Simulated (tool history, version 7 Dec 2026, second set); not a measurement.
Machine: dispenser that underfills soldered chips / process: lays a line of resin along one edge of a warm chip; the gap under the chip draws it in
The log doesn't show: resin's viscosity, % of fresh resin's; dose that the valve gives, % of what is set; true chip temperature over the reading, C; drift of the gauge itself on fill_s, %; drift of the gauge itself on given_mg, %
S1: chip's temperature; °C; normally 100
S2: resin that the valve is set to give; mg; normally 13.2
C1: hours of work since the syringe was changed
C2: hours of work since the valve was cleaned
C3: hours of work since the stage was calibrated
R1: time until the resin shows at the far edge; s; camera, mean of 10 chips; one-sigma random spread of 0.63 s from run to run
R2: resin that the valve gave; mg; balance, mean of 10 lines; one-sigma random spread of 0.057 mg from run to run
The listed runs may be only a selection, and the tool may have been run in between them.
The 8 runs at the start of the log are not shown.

Run 9, hour 74.8: usual settings but S1 113 °C; C1 5; C2 10; C3 310. Result: R1 48.7 s, R2 13.10 mg.
At hour 78.3: new syringe of resin.
Run 10, hour 83.1: usual settings; C1 3; C2 16; C3 316. Result: R1 68.0 s, R2 13.11 mg.
Run 11, hour 88.3: usual settings; C1 7; C2 20; C3 319. Result: R1 92.0 s, R2 13.03 mg.
At hour 89.5: new syringe of resin.
At hour 100.8: new syringe of resin.
Run 12, hour 100.8: usual settings but S2 17.1 mg; C1 0; C2 28; C3 328. Result: R1 52.2 s, R2 16.90 mg.
At hour 112.2: new syringe of resin.
Run 13, hour 112.7: usual settings but S2 17.1 mg; C1 0; C2 36; C3 336. Result: R1 52.4 s, R2 16.85 mg.
Run 14, hour 120.7: usual settings but S1 94 °C; C1 6; C2 41; C3 341. Result: R1 107.9 s, R2 13.05 mg.
At hour 123.3: new syringe of resin.
Run 15, hour 132.8: usual settings but S1 94 °C; C1 7; C2 50; C3 350. Result: R1 115.4 s, R2 12.97 mg.
At hour 134.5: new syringe of resin.
Run 16, hour 138.2: usual settings but S1 94 °C; C1 3; C2 53; C3 353. Result: R1 84.4 s, R2 12.96 mg.
At hour 146.1: new syringe of resin.
Run 17, hour 147.4: usual settings but S1 107 °C; C1 1; C2 60; C3 359. Result: R1 42.5 s, R2 12.96 mg.
At hour 156.8: new syringe of resin.
Run 18, hour 157.6: usual settings but S1 107 °C; C1 1; C2 66; C3 366. Result: R1 41.6 s, R2 12.92 mg.
At hour 167.9: new syringe of resin.
Run 19, hour 170.4: usual settings but S1 107 °C; C1 2; C2 75; C3 375. Result: R1 46.2 s, R2 12.85 mg.
At hour 175.4: dispensing valve cleaned and set on the balance.
At hour 179.8: new syringe of resin.
Run 20, hour 180.9: usual settings but S1 96 °C, S2 12.1 mg; C1 1; C2 4; C3 382. Result: R1 65.0 s, R2 12.06 mg.
At hour 191.1: new syringe of resin.
Run 21, hour 192.8: usual settings but S1 96 °C, S2 12.1 mg; C1 1; C2 12; C3 390. Result: R1 70.2 s, R2 12.05 mg.
Run 22, hour 200.2: usual settings but S2 15.4 mg; C1 6; C2 17; C3 395. Result: R1 87.3 s, R2 15.32 mg.
At hour 202.0: new syringe of resin.
At hour 212.8: new syringe of resin.
Run 23, hour 212.8: usual settings but S2 15.4 mg; C1 0; C2 25; C3 403. Result: R1 52.4 s, R2 15.34 mg.
At hour 223.9: new syringe of resin.
Run 24, hour 223.9: usual settings but S2 15.4 mg; C1 0; C2 33; C3 411. Result: R1 50.7 s, R2 15.36 mg.

Run 25 is up next; what results do you expect?
Run 25, hour 232.5: usual settings but S1 96 °C, S2 12.4 mg; C1 6; C2 39; C3 417. Result: R1 ?, R2 ?.

R1: 100.3 s
R2: 12.31 mg
The same run, on a tool lacking any hidden state, would have yielded R1 65.1 s, R2 12.42 mg.

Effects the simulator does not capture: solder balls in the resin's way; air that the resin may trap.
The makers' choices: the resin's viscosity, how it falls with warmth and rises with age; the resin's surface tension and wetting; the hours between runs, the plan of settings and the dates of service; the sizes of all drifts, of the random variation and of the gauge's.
